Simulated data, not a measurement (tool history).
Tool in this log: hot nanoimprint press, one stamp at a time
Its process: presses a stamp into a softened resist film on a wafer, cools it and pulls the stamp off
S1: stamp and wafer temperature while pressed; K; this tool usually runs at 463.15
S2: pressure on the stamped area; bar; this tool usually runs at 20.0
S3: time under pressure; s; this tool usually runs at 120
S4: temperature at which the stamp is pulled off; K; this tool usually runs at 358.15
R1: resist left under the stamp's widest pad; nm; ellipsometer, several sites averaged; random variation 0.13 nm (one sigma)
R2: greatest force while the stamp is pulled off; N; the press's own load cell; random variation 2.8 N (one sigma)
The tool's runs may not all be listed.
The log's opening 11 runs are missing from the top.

run,day,S1,S2,S3,S4,R1,R2
12,8.438,463.15,20.0,120,358.15,105.3,135
13,9.317,463.15,20.0,120,358.15,105.2,131
14,10.154,463.15,20.0,120,358.15,105.2,134
15,10.938,463.15,20.0,120,358.15,105.4,134
16,11.779,453.15,20.0,100,353.15,146.0,138
17,12.633,453.15,20.0,100,353.15,146.3,143
18,13.288,453.15,20.0,100,353.15,146.0,140
19,14.267,453.15,31.9,108,350.15,119.6,143
# day 14.383: gauge calibrated
20,15.025,456.15,20.0,130,358.15,124.7,129
21,15.646,456.15,20.0,130,358.15,124.9,135
22,16.512,456.15,20.0,130,358.15,125.2,132
23,17.221,456.15,20.0,130,358.15,125.2,133
24,18.058,458.15,25.6,120,358.15,108.1,135
25,18.850,453.15,20.0,120,345.15,138.7,148
26,19.496,452.15,20.0,222,354.15,121.3,143
# day 20.612: plate thermocouple calibrated
27,20.617,463.15,20.0,133,358.15,101.6,133
28,21.204,451.15,26.7,120,355.15,131.6,139
29,22.167,466.15,13.5,63,356.15,138.5,137
30,22.829,467.15,13.5,68,345.15,132.7,151

Branching from run 30: 4 alternative next runs. What would each branch give?
A,23.300,467.15,25.1,102,345.15,?,?
B,23.300,469.15,20.0,120,358.15,?,?
C,23.300,463.15,20.0,180,358.15,?,?
D,23.300,474.15,13.0,120,361.15,?,?

run,R1,R2
A,87.7,147
B,87.9,131
C,92.0,132
D,94.9,129
The same runs, with their run-to-run variation unchanged, on a tool lacking any hidden condition would have given:
run,R1,R2
A,86.7,145
B,86.9,130
C,91.0,131
D,93.9,128
